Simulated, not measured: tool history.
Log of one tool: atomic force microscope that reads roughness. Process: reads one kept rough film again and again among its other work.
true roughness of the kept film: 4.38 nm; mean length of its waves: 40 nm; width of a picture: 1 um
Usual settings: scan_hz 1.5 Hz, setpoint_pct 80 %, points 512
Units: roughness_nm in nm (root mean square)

run,hour,scan_hz,setpoint_pct,points,roughness_nm
1,0,1.5,80,512,3.568
2,23.6,1.5,80,800,3.561
3,44.4,1.5,80,512,3.585
# hour 49.3: new tip fitted
4,68.4,1.5,80,512,3.607
5,85.2,1.5,80,512,3.579
6,97.9,1.5,80,512,3.601
7,114.9,1.5,80,512,3.564
# hour 142.6: new tip fitted
8,142.6,1.5,80,512,3.577
9,157.7,1.5,80,512,3.591
10,173.6,1.5,80,512,3.604
11,186.9,1.5,64,512,3.863
12,201.7,1.5,64,512,3.865
13,225.4,1.5,64,512,3.865
# hour 236: new tip fitted
14,249.9,1.5,64,512,3.846
15,271.3,1.5,80,512,3.574
16,298.8,1.5,80,512,3.56
17,312.3,1.5,80,512,3.584
# hour 329.6: new tip fitted
18,332.1,0.9,83,551,3.737
19,352.9,0.9,83,551,3.71
20,375,1.5,80,699,3.574
21,392.3,1.85,80,699,3.491
22,414.3,1.85,80,699,3.477
# hour 423.8: new tip fitted
23,440.6,0.87,66,699,3.937
24,466.6,3.2,88,735,2.866
25,478.4,3.44,80,774,3.114
26,491.6,1.17,80,512,3.654
27,506.5,1,79,512,3.733
# hour 518.7: new tip fitted
28,531.1,1.5,84,840,3.502
29,556.8,1.5,84,840,3.508
30,576.9,0.91,63,512,3.929
31,601.9,0.91,63,512,3.911
# hour 612.4: new tip fitted
32,622.4,0.72,63,512,4.001
33,634.3,0.72,63,512,3.968

Forecast each of these 4 alternatives for the next run:
A,652.5,2.15,87,257,?
B,652.5,0.83,63,512,?
C,652.5,1.99,80,741,?
D,652.5,0.72,72,344,?

run,roughness_nm
A,3.193
B,3.963
C,3.452
D,3.88
Without the tool's hidden state the same runs would have given:
run,roughness_nm
A,3.197
B,3.968
C,3.457
D,3.885
